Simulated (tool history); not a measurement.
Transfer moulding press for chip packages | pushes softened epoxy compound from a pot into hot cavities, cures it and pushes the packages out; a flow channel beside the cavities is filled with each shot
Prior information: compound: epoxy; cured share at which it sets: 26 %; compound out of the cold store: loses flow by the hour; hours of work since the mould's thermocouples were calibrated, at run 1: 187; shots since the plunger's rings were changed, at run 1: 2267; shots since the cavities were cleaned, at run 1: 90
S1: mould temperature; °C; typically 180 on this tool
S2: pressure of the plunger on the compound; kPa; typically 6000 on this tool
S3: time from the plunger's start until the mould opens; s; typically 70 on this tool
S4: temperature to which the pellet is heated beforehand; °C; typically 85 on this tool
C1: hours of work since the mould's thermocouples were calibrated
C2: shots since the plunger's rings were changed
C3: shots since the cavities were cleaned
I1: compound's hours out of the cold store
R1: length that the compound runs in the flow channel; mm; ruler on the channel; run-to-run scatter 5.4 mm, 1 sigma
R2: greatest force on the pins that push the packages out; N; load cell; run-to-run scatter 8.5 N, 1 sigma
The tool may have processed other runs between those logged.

run,hour,S1,S2,S3,S4,C1,C2,C3,I1,R1,R2
1,0,180,6000,70,85,187,2267,90,38,536,411
2,7.3,180,5150,70,85,192,2400,223,13.6,577,466
3,11.8,180,5150,70,85,196,2483,306,38.3,495,428
4,20.5,180,6000,98,85,202,2641,464,26.8,572,327
5,27.4,180,6000,98,85,208,2768,591,33,555,357
6,35.1,180,6000,98,85,214,2907,730,40,515,367
# hour 41.4: plunger's sealing rings changed
7,43.4,180,6000,98,85,218,38,837,19.1,631,379
8,47.6,180,6000,98,85,221,114,913,33,577,367
# hour 49.7: cavities cleaned with cleaning compound and waxed
9,54.5,180,6000,70,85,226,213,88,37.9,546,400
10,59.1,180,6000,70,85,229,297,172,18.2,631,434
11,65.5,180,6000,70,85,234,414,289,24.5,599,453
12,74.5,180,6000,70,85,241,578,453,18,635,479
13,78.5,180,6000,70,85,244,651,526,47.9,515,457
14,87.2,180,6000,70,85,251,810,685,8.2,668,527
# hour 89.8: mould's thermocouples calibrated
15,98,180,6000,70,85,6,970,845,25.5,598,512
# hour 103.7: cavities cleaned with cleaning compound and waxed
16,104.9,180,4750,60,76,10,1070,22,32.6,505,531
17,113.5,187,4750,60,76,17,1226,178,42.7,463,386

Forecast run 18:
18,120.4,187,5930,60,76,22,1352,304,11,?,?

Logged for run 18: R1 638 mm, R2 438 N.
Minus the tool's unlogged condition, the same run would have read R1 653 mm, R2 374 N.
